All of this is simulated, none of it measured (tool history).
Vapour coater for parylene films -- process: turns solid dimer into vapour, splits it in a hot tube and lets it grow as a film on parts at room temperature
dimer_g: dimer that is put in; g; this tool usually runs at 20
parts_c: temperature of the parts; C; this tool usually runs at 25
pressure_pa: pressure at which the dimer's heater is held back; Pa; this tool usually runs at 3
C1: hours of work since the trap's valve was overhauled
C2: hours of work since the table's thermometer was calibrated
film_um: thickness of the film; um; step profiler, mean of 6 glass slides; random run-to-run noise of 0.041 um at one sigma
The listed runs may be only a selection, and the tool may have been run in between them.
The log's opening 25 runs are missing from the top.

run 26 hour=609.3 | dimer_g=9 parts_c=33 pressure_pa=5.51 | C1=382 C2=522 | film_um=2.4
run 27 hour=643.3 | dimer_g=10 parts_c=25 pressure_pa=9.03 | C1=397 C2=537 | film_um=2.67
run 28 hour=675.2 | dimer_g=11 parts_c=25 pressure_pa=9.4 | C1=411 C2=551 | film_um=2.92
run 29 hour=693.1 | dimer_g=11 parts_c=25 pressure_pa=9.4 | C1=418 C2=558 | film_um=2.86
run 30 hour=717.3 | dimer_g=11 parts_c=25 pressure_pa=9.4 | C1=429 C2=569 | film_um=2.91
run 31 hour=737.2 | dimer_g=11 parts_c=25 pressure_pa=9.4 | C1=437 C2=577 | film_um=2.89
run 32 hour=764.8 | dimer_g=11 parts_c=25 pressure_pa=9.4 | C1=449 C2=589 | film_um=2.91
run 33 hour=786.2 | dimer_g=16 parts_c=20 pressure_pa=11.18 | C1=458 C2=598 | film_um=4.31
run 34 hour=818.5 | dimer_g=23 parts_c=25 pressure_pa=8.91 | C1=472 C2=612 | film_um=6.06
run 35 hour=850.7 | dimer_g=8 parts_c=30 pressure_pa=9.01 | C1=486 C2=625 | film_um=1.95
run 36 hour=883.5 | dimer_g=8 parts_c=30 pressure_pa=9.01 | C1=500 C2=640 | film_um=1.92
run 37 hour=904.2 | dimer_g=8 parts_c=36 pressure_pa=2.79 | C1=508 C2=648 | film_um=2.31
run 38 hour=936 | dimer_g=8 parts_c=36 pressure_pa=2.79 | C1=522 C2=662 | film_um=2.3
run 39 hour=961.1 | dimer_g=8 parts_c=36 pressure_pa=2.79 | C1=533 C2=673 | film_um=2.33
run 40 hour=981.8 | dimer_g=8 parts_c=24 pressure_pa=2.79 | C1=542 C2=682 | film_um=2.76
run 41 hour=1003.8 | dimer_g=20 parts_c=25 pressure_pa=7.84 | C1=551 C2=691 | film_um=5.38
run 42 hour=1023 | dimer_g=20 parts_c=25 pressure_pa=2.01 | C1=559 C2=699 | film_um=7.35
run 43 hour=1055.7 | dimer_g=20 parts_c=30 pressure_pa=5.78 | C1=573 C2=713 | film_um=5.28

Branching from run 43: 4 alternative next runs. What would each branch give?
run A hour=1075.6 | dimer_g=20 parts_c=30 pressure_pa=4.19 | C1=582 C2=722 | film_um=?
run B hour=1075.6 | dimer_g=12 parts_c=32 pressure_pa=10.4 | C1=582 C2=722 | film_um=?
run C hour=1075.6 | dimer_g=10 parts_c=22 pressure_pa=2.38 | C1=582 C2=722 | film_um=?
run D hour=1075.6 | dimer_g=29 parts_c=19 pressure_pa=2.53 | C1=582 C2=722 | film_um=?

run=A film_um=5.65
run=B film_um=2.67
run=C film_um=3.66
run=D film_um=10.84
Take away the tool's hidden state, keep each run's random variation, and the runs would have read:
run=A film_um=6.3
run=B film_um=2.98
run=C film_um=4.08
run=D film_um=12.09

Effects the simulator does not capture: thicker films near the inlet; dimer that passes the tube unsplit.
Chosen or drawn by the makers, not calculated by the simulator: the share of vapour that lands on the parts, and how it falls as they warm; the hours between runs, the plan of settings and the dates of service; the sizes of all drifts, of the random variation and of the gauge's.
